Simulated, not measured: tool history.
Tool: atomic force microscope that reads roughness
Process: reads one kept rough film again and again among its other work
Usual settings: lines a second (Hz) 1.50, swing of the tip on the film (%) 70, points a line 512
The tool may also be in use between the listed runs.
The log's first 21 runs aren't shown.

run	day	lines a second (Hz)	swing of the tip on the film (%)	points a line	roughness of the kept film (nm (root mean square))
# day 15.712: new tip fitted
22	16.542	0.91	70	294	2.536
# day 17.125: height scale calibrated on a step standard, once more
23	17.488	1.43	62	512	2.421
24	17.950	1.43	62	512	2.383
25	18.592	1.50	59	403	2.339
26	19.212	1.44	72	935	2.190
# day 20.117: new tip fitted
27	20.346	1.50	66	501	2.562
28	20.962	1.55	70	454	2.451
29	21.446	1.50	88	259	2.102
30	22.496	1.50	88	259	2.010
31	23.296	1.77	88	413	1.910
32	24.275	2.58	55	401	2.207

Forecast each of these 5 alternatives for the next run:
# day 24.504: new tip fitted
A	25.304	0.53	72	862	?
# day 24.504: new tip fitted
B	25.304	1.26	70	980	?
# day 24.504: new tip fitted
C	25.304	1.50	79	774	?
# day 24.504: new tip fitted
D	25.304	2.58	60	401	?
# day 24.504: new tip fitted
E	25.304	3.89	70	512	?

run	roughness of the kept film (nm (root mean square))
A	2.619
B	2.514
C	2.360
D	2.485
E	2.172
Without the tool's hidden state the same runs would have given:
run	roughness of the kept film (nm (root mean square))
A	2.721
B	2.611
C	2.451
D	2.581
E	2.256
